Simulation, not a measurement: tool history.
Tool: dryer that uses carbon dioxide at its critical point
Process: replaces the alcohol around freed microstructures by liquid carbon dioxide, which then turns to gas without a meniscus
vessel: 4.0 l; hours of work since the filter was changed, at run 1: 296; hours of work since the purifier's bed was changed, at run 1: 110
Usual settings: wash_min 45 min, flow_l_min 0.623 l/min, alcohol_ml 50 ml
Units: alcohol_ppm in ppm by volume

run     day  wash_min  flow_l_min  alcohol_ml  hours of work since the filter was changed  hours of work since the purifier's bed was changed  alcohol_ppm
  1       0        45       0.623          50                                         296                                                 110           44
  2   1.192        45       0.623          50                                         310                                                 124           58
  3   2.225        45       0.623          50                                         322                                                 136           58
  4   2.883        45       0.623          50                                         330                                                 144           47
  5   4.012        45       0.623          50                                         344                                                 157           63
  6   5.458        45       0.623          50                                         361                                                 174           63
  7   6.433        45       0.623          50                                         372                                                 186           62
  8   7.692        45       0.623          50                                         387                                                 201           62
  9   9.062        45       0.623          50                                         403                                                 217           72
 10   10.35        66       0.623          50                                         418                                                 232           24
 11  11.354        39       0.623          50                                         430                                                 244          126
 12   12.15        39       0.623          50                                         439                                                 253          130
 13  13.467        39       0.646          50                                         455                                                 268          120
 14  14.196        39       0.646          50                                         463                                                 277          119
     14.583  -- inlet filter changed
 15  15.146        45       0.869          50                                           7                                                 288           28
 16  16.338        33       0.783          50                                          21                                                 302           65
 17  17.633        69       0.783          79                                          36                                                 317           40
 18  18.792        69       0.783          79                                          50                                                 331           31
 19  19.962        45        0.44          48                                          63                                                 344          155

Forecast run 20:
 20  21.433        29       0.717          36                                          81                                                 362            ?

Run 20 gave alcohol_ppm 132 ppm by volume.
Without the tool's hidden state the same run would have given alcohol_ppm 85 ppm by volume.
